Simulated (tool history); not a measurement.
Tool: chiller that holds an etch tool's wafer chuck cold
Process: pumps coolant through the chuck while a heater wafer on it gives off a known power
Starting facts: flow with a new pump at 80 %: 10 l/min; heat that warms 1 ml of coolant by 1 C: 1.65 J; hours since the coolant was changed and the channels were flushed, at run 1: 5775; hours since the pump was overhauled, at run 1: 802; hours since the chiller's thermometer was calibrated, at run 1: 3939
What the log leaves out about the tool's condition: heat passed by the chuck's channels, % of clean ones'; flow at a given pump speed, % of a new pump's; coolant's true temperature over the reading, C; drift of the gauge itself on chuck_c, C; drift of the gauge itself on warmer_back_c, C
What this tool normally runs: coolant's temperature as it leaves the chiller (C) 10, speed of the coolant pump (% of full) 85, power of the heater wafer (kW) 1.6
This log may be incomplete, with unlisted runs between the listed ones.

run,hour,coolant's temperature as it leaves the chiller (C),speed of the coolant pump (% of full),power of the heater wafer (kW),hours since the coolant was changed and the channels were flushed,hours since the pump was overhauled,hours since the chiller's thermometer was calibrated,chuck's temperature once it has settled (C),how much warmer the coolant comes back (C)
1,0,10,85,1.6,5775,802,3939,24.6,5.43
2,53.5,10,85,1.6,5828,856,3992,24.5,5.5
3,124,10,85,1.6,5899,926,4063,24.5,5.53
4,170,10,85,1.6,5945,972,4109,24.5,5.55
5,253.8,10,85,1.6,6028,1056,4193,24.8,5.55
6,310.5,10,85,1.6,6085,1113,4249,24.7,5.6
7,361.4,10,85,2.336,6136,1164,4300,31.3,8.08
8,414.3,10,85,2.336,6189,1217,4353,31.2,8.07
9,493.2,10,85,1.6,6268,1296,4432,24.8,5.5
10,538.9,10,85,1.6,6314,1341,4478,24.6,5.57
11,601.5,10,75,1.6,6376,1404,4540,26.2,6.33
12,685.1,10,75,1.6,6460,1488,4624,26.3,6.32
13,748.6,5,75,1.6,6523,1551,4688,21.3,6.3
14,809.6,10,85,1.6,6584,1612,4749,24.8,5.59
# hour 889.9: chiller's thermometer calibrated
15,893,10,85,1.024,6667,1694,3,19.5,3.59
16,969,10,85,1.024,6743,1770,79,19.3,3.63
# hour 981.3: coolant pump overhauled
17,1057.4,10,85,1.024,6826,76,162,19.7,3.59
18,1111,10,85,1.024,6880,130,216,19.7,3.61
19,1145.8,10,85,1.024,6914,165,251,19.4,3.59
20,1195.1,10,85,1.024,6964,214,300,19.4,3.57
21,1234.5,10,85,2.333,7003,253,340,31.8,8.26
22,1302.8,10,85,2.333,7071,322,408,31.7,8.25
# hour 1343.4: coolant pump overhauled, once more
23,1371.8,10,85,2.333,7135,28,472,31.5,7.97
24,1433.8,12,85,1.708,7197,90,534,27.6,5.82
25,1470.3,12,85,1.708,7234,127,570,27.7,5.9
26,1527.4,12,85,1.708,7291,184,628,28,5.88
27,1601.6,1,60,2.213,7365,258,702,27.5,10.81
28,1672.3,10,85,2.183,7436,329,772,30.2,7.47
29,1720,19,87,0.872,7484,377,820,27,2.96
30,1792.9,1,85,1.6,7556,449,893,15.9,5.51
31,1867.5,8,70,1.269,7631,524,968,21.6,5.38
32,1911.6,18,67,0.806,7675,568,1012,27,3.56

Branching from run 32: 3 alternative next runs. What would each branch give?
A,1948.7,16,67,0.806,7712,605,1049,?,?
B,1948.7,3,85,1.13,7712,605,1049,?,?
C,1948.7,11,83,1.6,7712,605,1049,?,?

run,chuck's temperature once it has settled (C),how much warmer the coolant comes back (C)
A,25,3.56
B,13.6,3.94
C,26.3,5.66
Take away the tool's hidden state, keep each run's random variation, and the runs would have read:
run,chuck's temperature once it has settled (C),how much warmer the coolant comes back (C)
A,23.7,3.51
B,12,3.88
C,24,5.58
